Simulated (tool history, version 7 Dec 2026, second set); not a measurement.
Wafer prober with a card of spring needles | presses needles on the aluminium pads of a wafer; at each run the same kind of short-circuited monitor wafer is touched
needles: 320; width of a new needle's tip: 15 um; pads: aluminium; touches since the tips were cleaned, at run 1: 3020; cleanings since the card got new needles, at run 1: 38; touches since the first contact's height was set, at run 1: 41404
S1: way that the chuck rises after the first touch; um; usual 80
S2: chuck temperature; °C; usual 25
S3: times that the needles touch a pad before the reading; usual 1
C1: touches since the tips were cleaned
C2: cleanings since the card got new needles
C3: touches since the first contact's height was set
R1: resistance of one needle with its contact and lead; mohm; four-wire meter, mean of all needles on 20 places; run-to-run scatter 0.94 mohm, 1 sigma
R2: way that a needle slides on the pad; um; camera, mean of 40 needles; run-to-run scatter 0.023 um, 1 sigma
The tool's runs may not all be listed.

Run 1, hour 0: usual settings; C1 3020; C2 38; C3 41404. Result: R1 239.2 mohm, R2 17.86 um.
At hour 3.7: tips cleaned on abrasive film.
At hour 21.7: tips cleaned on abrasive film.
At hour 36.3: tips cleaned on abrasive film.
Run 2, hour 36.3: usual settings; C1 0; C2 41; C3 50829. Result: R1 240.3 mohm, R2 17.85 um.
At hour 51.3: tips cleaned on abrasive film.
At hour 67.2: tips cleaned on abrasive film.
Run 3, hour 67.2: usual settings; C1 0; C2 43; C3 58870. Result: R1 240.4 mohm, R2 17.91 um.
At hour 83.6: tips cleaned on abrasive film.
Run 4, hour 93: usual settings; C1 2460; C2 44; C3 65606. Result: R1 240.1 mohm, R2 17.84 um.
At hour 99.6: tips cleaned on abrasive film.
At hour 116: tips cleaned on abrasive film.
At hour 130.4: tips cleaned on abrasive film.
At hour 146.7: tips cleaned on abrasive film.
Run 5, hour 149.5: usual settings but S2 52 °C; C1 717; C2 48; C3 80288. Result: R1 243.9 mohm, R2 17.81 um.
At hour 163.8: tips cleaned on abrasive film.
At hour 181: tips cleaned on abrasive film.
Run 6, hour 186.5: usual settings but S2 52 °C; C1 1460; C2 50; C3 89948. Result: R1 247.1 mohm, R2 17.77 um.
At hour 196.1: tips cleaned on abrasive film.
At hour 213.5: tips cleaned on abrasive film.
At hour 228.4: tips cleaned on abrasive film.
Run 7, hour 229.8: usual settings but S3 3; C1 362; C2 53; C3 101192. Result: R1 238.2 mohm, R2 17.77 um.
At hour 244.6: tips cleaned on abrasive film.
At hour 259.5: tips cleaned on abrasive film.
Run 8, hour 268.5: usual settings but S3 3; C1 2360; C2 55; C3 111295. Result: R1 238.9 mohm, R2 17.7 um.
At hour 275.8: tips cleaned on abrasive film.
At hour 291.8: tips cleaned on abrasive film.
At hour 292.1: height of the first contact set anew.
At hour 309.3: tips cleaned on abrasive film.
Run 9, hour 321.9: usual settings but S3 3; C1 3292; C2 58; C3 7765. Result: R1 238.7 mohm, R2 17.76 um.
At hour 325.2: tips cleaned on abrasive film.
At hour 342.3: tips cleaned on abrasive film.
At hour 359.3: tips cleaned on abrasive film.
Run 10, hour 364.7: usual settings; C1 1416; C2 61; C3 18905. Result: R1 240 mohm, R2 17.73 um.
At hour 375.4: tips cleaned on abrasive film.
Run 11, hour 388: usual settings; C1 3307; C2 62; C3 24984. Result: R1 239.3 mohm, R2 17.7 um.
At hour 391.7: tips cleaned on abrasive film.
At hour 407.4: tips cleaned on abrasive film.
At hour 424.7: tips cleaned on abrasive film.
Run 12, hour 425.6: usual settings but S3 2; C1 227; C2 65; C3 34737. Result: R1 238.7 mohm, R2 17.7 um.
At hour 442.6: tips cleaned on abrasive film.
Run 13, hour 453.8: usual settings but S3 2; C1 2934; C2 66; C3 42097. Result: R1 240 mohm, R2 17.66 um.
At hour 457.4: tips cleaned on abrasive film.
At hour 474.7: tips cleaned on abrasive film.
Run 14, hour 485.9: usual settings but S3 2; C1 2933; C2 68; C3 50451. Result: R1 239.6 mohm, R2 17.65 um.
At hour 489.5: tips cleaned on abrasive film.
At hour 506.6: tips cleaned on abrasive film.
At hour 521: tips cleaned on abrasive film.
Run 15, hour 524.9: usual settings but S3 2; C1 1015; C2 71; C3 60590. Result: R1 239.4 mohm, R2 17.66 um.
At hour 535.5: tips cleaned on abrasive film.
At hour 553.5: tips cleaned on abrasive film.
At hour 560.7: gauge calibrated.
At hour 570.8: tips cleaned on abrasive film.
Run 16, hour 579.8: usual settings but S1 93 um, S2 34 °C; C1 2346; C2 74; C3 74898. Result: R1 238.8 mohm, R2 20.78 um.
At hour 586.1: tips cleaned on abrasive film.
At hour 602.4: tips cleaned on abrasive film.
At hour 618.9: tips cleaned on abrasive film.
Run 17, hour 625.1: usual settings but S1 91 um; C1 1625; C2 77; C3 86683. Result: R1 237.6 mohm, R2 20.32 um.
At hour 634.5: tips cleaned on abrasive film.
At hour 650.1: tips cleaned on abrasive film.
Run 18, hour 650.1: usual settings but S1 75 um; C1 0; C2 79; C3 93190. Result: R1 241.1 mohm, R2 16.74 um.
At hour 667.1: tips cleaned on abrasive film.
Run 19, hour 673.6: usual settings but S1 75 um; C1 1700; C2 80; C3 99305. Result: R1 240.8 mohm, R2 16.71 um.
At hour 683.4: tips cleaned on abrasive film.
At hour 699.5: tips cleaned on abrasive film.
At hour 716.4: tips cleaned on abrasive film.
Run 20, hour 728.9: usual settings; C1 3289; C2 83; C3 113720. Result: R1 239.1 mohm, R2 17.77 um.
At hour 731.9: tips cleaned on abrasive film.
At hour 744.6: height of the first contact set anew.
At hour 747.1: tips cleaned on abrasive film.
At hour 762.5: tips cleaned on abrasive film.
Run 21, hour 769.2: usual settings but S1 66 um, S2 53 °C, S3 2; C1 1766; C2 86; C3 6390. Result: R1 248.2 mohm, R2 14.66 um.
At hour 780: tips cleaned on abrasive film.
At hour 797.5: tips cleaned on abrasive film.
Run 22, hour 811.3: usual settings but S1 66 um, S2 53 °C, S3 2; C1 3605; C2 88; C3 17356. Result: R1 248.5 mohm, R2 14.67 um.
At hour 815: tips cleaned on abrasive film.
At hour 831.1: tips cleaned on abrasive film.
At hour 846.9: tips cleaned on abrasive film.
At hour 862.5: tips cleaned on abrasive film.
Run 23, hour 862.5: usual settings but S2 113 °C; C1 0; C2 92; C3 30655. Result: R1 262.1 mohm, R2 17.73 um.
At hour 880: tips cleaned on abrasive film.
At hour 897.1: tips cleaned on abrasive film.
Run 24, hour 908.5: usual settings but S1 65 um, S2 43 °C; C1 2989; C2 94; C3 42652. Result: R1 248.4 mohm, R2 14.39 um.
At hour 911.7: tips cleaned on abrasive film.
At hour 928.1: tips cleaned on abrasive film.
At hour 945: tips cleaned on abrasive film.
Run 25, hour 946.1: usual settings but S1 65 um, S2 43 °C; C1 274; C2 97; C3 52427. Result: R1 245.4 mohm, R2 14.34 um.
At hour 960.5: tips cleaned on abrasive film.
At hour 975.3: tips cleaned on abrasive film.
Run 26, hour 975.3: usual settings but S1 63 um, S2 87 °C; C1 0; C2 99; C3 60027. Result: R1 259.9 mohm, R2 13.91 um.
At hour 989.7: tips cleaned on abrasive film.
At hour 1007.2: tips cleaned on abrasive film.
Run 27, hour 1018.3: usual settings but S1 63 um, S2 87 °C; C1 2912; C2 101; C3 71235. Result: R1 259.5 mohm, R2 13.95 um.
At hour 1022: tips cleaned on abrasive film.
At hour 1037.9: tips cleaned on abrasive film.
At hour 1053.5: tips cleaned on abrasive film.
Run 28, hour 1055.3: usual settings but S1 63 um, S2 31 °C, S3 2; C1 478; C2 104; C3 80850. Result: R1 242.5 mohm, R2 13.94 um.
At hour 1068.2: tips cleaned on abrasive film.
At hour 1085.1: tips cleaned on abrasive film.
Run 29, hour 1092.9: usual settings but S1 61 um; C1 2040; C2 106; C3 90638. Result: R1 242.8 mohm, R2 13.41 um.

Below are 3 alternative next runs, each starting from the tool's condition after run 29. Predict each:
At hour 1100.1: tips cleaned on abrasive film.
At hour 1117.4: tips cleaned on abrasive film.
Run A, hour 1125: usual settings but S1 69 um, S2 61 °C; C1 2000; C2 108; C3 99009. Result: R1 ?, R2 ?.
At hour 1100.1: tips cleaned on abrasive film.
At hour 1117.4: tips cleaned on abrasive film.
Run B, hour 1125: usual settings but S1 69 um; C1 2000; C2 108; C3 99009. Result: R1 ?, R2 ?.
At hour 1100.1: tips cleaned on abrasive film.
At hour 1117.4: tips cleaned on abrasive film.
Run C, hour 1125: usual settings but S3 2; C1 2000; C2 108; C3 99009. Result: R1 ?, R2 ?.

run     R1     R2
  A  250.5  15.22
  B  240.3  15.21
  C  241.3  17.61
With no hidden state in the tool, these same runs would have given:
run     R1     R2
  A  250.2  15.45
  B    240  15.44
  C  241.2  17.89
